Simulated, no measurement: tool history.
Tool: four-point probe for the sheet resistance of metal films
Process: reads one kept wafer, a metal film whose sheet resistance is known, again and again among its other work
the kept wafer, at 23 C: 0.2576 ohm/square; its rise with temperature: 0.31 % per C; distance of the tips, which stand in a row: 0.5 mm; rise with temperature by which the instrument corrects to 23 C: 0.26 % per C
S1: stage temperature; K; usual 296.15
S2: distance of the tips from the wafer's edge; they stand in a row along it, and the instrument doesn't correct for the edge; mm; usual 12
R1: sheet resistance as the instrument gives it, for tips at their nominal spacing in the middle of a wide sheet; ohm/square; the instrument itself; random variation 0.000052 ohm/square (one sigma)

run	hour	S1	S2	R1
1	0.0	296.15	12	0.258104
2	45.7	296.15	20	0.257930
3	84.7	296.15	20	0.258020
4	156.5	296.15	12	0.258054
5	213.6	296.15	23	0.257864
6	277.9	296.15	23	0.257774
7	344.1	296.15	23	0.257837
8	403.5	299.15	52	0.258155
9	454.7	298.15	37	0.258051
10	519.9	304.15	46	0.258632
11	574.9	304.15	5	0.260061

Some steps in R1 between neighbouring runs. How much of each would the tool show without its hidden state too (settings, what came in, random variation), and how much is left for the hidden state, with any gauge scatter that isn't in both results?
The hidden state here: inner tips' distance over the nominal, %; tips' flats over new ones', %; wafer's true temperature over the reading, C; drift of the gauge itself on sheet_ohm, %.
Run 9 -> 10: S1 298.15 -> 304.15, S2 37 -> 46. R1 +0.000581 ohm/square: hidden state -0.000025, all else +0.000606.
Run 10 -> 11: S2 46 -> 5. R1 +0.001429 ohm/square: hidden state -0.000016, all else +0.001445.
